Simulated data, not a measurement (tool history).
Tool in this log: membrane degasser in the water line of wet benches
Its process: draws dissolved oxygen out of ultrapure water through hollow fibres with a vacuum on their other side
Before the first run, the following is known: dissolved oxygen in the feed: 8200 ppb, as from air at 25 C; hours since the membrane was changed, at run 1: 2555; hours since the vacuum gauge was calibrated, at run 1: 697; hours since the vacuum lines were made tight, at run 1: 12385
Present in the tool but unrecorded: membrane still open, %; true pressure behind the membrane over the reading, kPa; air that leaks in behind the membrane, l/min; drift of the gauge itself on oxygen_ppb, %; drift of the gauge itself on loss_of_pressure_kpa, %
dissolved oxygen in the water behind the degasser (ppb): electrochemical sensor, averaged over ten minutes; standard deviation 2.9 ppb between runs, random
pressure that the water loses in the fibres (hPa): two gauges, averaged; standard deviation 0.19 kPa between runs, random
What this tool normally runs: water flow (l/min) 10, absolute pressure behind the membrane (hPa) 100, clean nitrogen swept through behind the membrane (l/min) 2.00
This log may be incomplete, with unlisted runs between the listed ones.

run	hour	water flow (l/min)	absolute pressure behind the membrane (hPa)	clean nitrogen swept through behind the membrane (l/min)	hours since the membrane was changed	hours since the vacuum gauge was calibrated	hours since the vacuum lines were made tight	dissolved oxygen in the water behind the degasser (ppb)	pressure that the water loses in the fibres (hPa)
1	0.0	10	100	2.00	2555	697	12385	290.5	380.4
2	65.4	10	100	2.00	2621	762	12451	287.8	382.4
# hour 89.5: seals of the vacuum lines changed
3	129.6	10	100	2.00	2683	824	40	289.9	377.2
4	162.7	10	100	2.00	2716	857	73	289.8	380.6
5	220.6	10	100	2.00	2774	915	131	289.1	379.6
6	276.0	10	100	2.00	2829	971	187	288.0	380.1
7	317.3	10	100	2.00	2871	1012	228	293.6	380.6
8	393.5	10	100	2.00	2947	1088	304	292.5	375.2
9	445.1	14	130	1.22	2998	1140	356	711.5	529.5
10	502.3	6	146	3.36	3056	1197	413	87.1	227.4
11	576.9	6	146	3.36	3130	1272	487	88.9	226.1
12	629.0	6	146	3.36	3182	1324	539	88.4	227.1
13	699.2	6	146	3.36	3252	1394	610	87.4	223.1
14	755.1	11	135	2.00	3308	1450	666	398.8	411.9
15	832.8	11	135	2.00	3386	1528	743	396.6	412.4

Each row is a separate what-if for the run after 15, all from the same tool condition, not one after another. Results?
A	878.1	11	108	2.00	3431	1573	789	?	?
B	878.1	8	194	1.37	3431	1573	789	?	?
C	878.1	10	116	0.87	3431	1573	789	?	?

run	dissolved oxygen in the water behind the degasser (ppb)	pressure that the water loses in the fibres (hPa)
A	364.8	413.7
B	328.4	299.9
C	421.9	375.8
Without the tool's hidden state the same runs would have given:
run	dissolved oxygen in the water behind the degasser (ppb)	pressure that the water loses in the fibres (hPa)
A	364.4	419.8
B	328.1	304.4
C	421.6	381.4
